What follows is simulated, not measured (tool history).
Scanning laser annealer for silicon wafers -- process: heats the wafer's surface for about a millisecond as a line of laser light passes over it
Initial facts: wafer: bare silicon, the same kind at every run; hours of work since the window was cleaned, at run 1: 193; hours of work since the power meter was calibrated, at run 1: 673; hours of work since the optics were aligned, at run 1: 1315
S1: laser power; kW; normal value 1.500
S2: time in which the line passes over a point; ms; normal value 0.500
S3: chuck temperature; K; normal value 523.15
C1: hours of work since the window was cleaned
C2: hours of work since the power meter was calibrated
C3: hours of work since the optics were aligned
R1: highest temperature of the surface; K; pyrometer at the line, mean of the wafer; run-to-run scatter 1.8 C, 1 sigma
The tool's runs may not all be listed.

run   hour     S1     S2      S3   C1    C2    C3       R1
  1    0.0  1.500  0.500  523.15  193   673  1315  1299.15
  2   31.2  1.500  0.500  523.15  217   697  1339  1296.15
  3   45.9  1.500  0.500  483.15  228   708  1350  1259.15
  4   62.1  1.500  0.500  523.15  240   720  1363  1298.15
  5   88.3  1.500  0.500  523.15  261   741  1383  1297.15
  6  103.4  1.500  0.500  523.15  272   752  1394  1301.15
  7  129.0  1.500  0.500  523.15  292   772  1414  1297.15
  8  144.1  1.500  0.519  523.15  303   783  1426  1311.15
  9  166.6  1.500  0.500  523.15  321   801  1443  1298.15
 10  191.4  1.500  0.500  523.15  340   820  1462  1297.15
 11  206.4  1.500  0.500  523.15  351   831  1473  1299.15
 12  238.1  1.500  0.415  523.15  376   856  1498  1234.15
 13  260.3  1.500  0.415  511.15  393   873  1515  1222.15
 14  292.3  1.500  0.415  511.15  417   897  1539  1225.15
 15  313.5  1.500  0.500  553.15  433   914  1556  1329.15
 16  344.2  1.432  0.500  553.15  457   937  1579  1288.15
 17  367.6  1.500  0.500  523.15  475   955  1597  1300.15
 18  385.5  1.500  0.500  523.15  489   969  1611  1297.15
 19  405.8  1.500  0.500  523.15  504   984  1627  1298.15
     419.5  -- window over the wafer cleaned
 20  434.6  1.500  0.500  523.15   12  1005  1647  1300.15
 21  460.4  1.500  0.500  523.15   31  1025  1667  1294.15
 22  483.4  1.486  0.559  515.15   49  1043  1685  1322.15
 23  500.8  1.559  0.449  512.15   62  1056  1698  1284.15
 24  526.1  1.366  0.500  523.15   82  1075  1717  1219.15
 25  554.0  1.366  0.414  526.15  103  1097  1739  1165.15
 26  586.6  1.366  0.414  526.15  128  1122  1764  1167.15
 27  606.4  1.278  0.414  542.15  144  1137  1779  1134.15
 28  625.5  1.278  0.523  542.15  158  1152  1794  1206.15
 29  652.5  1.479  0.396  542.15  179  1172  1815  1229.15
 30  674.9  1.479  0.564  540.15  196  1190  1832  1342.15
 31  697.3  1.479  0.564  559.15  213  1207  1849  1367.15
 32  723.3  1.479  0.425  491.15  233  1227  1869  1200.15
 33  742.5  1.526  0.531  521.15  248  1242  1884  1330.15
 34  763.6  1.499  0.431  540.15  264  1258  1900  1268.15
     771.6  -- optics aligned, line set to its width
 35  783.3  1.559  0.604  501.15  276  1269     9  1384.15
 36  810.9  1.559  0.604  501.15  297  1290    30  1379.15
 37  826.0  1.554  0.366  530.15  308  1302    42  1227.15
 38  856.9  1.554  0.366  530.15  332  1326    66  1227.15
 39  883.1  1.500  0.400  552.15  352  1346    86  1249.15
 40  901.0  1.500  0.400  552.15  366  1359    99  1251.15

Below are 5 alternative next runs, each starting from the tool's condition after run 40. Predict each:
  A  927.4  1.500  0.399  495.15  386  1380  120   ?
  B  927.4  1.310  0.485  553.15  386  1380  120   ?
  C  927.4  1.306  0.554  511.15  386  1380  120   ?
  D  927.4  1.451  0.404  559.15  386  1380  120   ?
  E  927.4  1.471  0.605  484.15  386  1380  120   ?

run       R1
  A  1191.15
  B  1209.15
  C  1207.15
  D  1236.15
  E  1312.15
With no hidden state in the tool, these same runs would have given:
run       R1
  A  1192.15
  B  1210.15
  C  1208.15
  D  1237.15
  E  1313.15
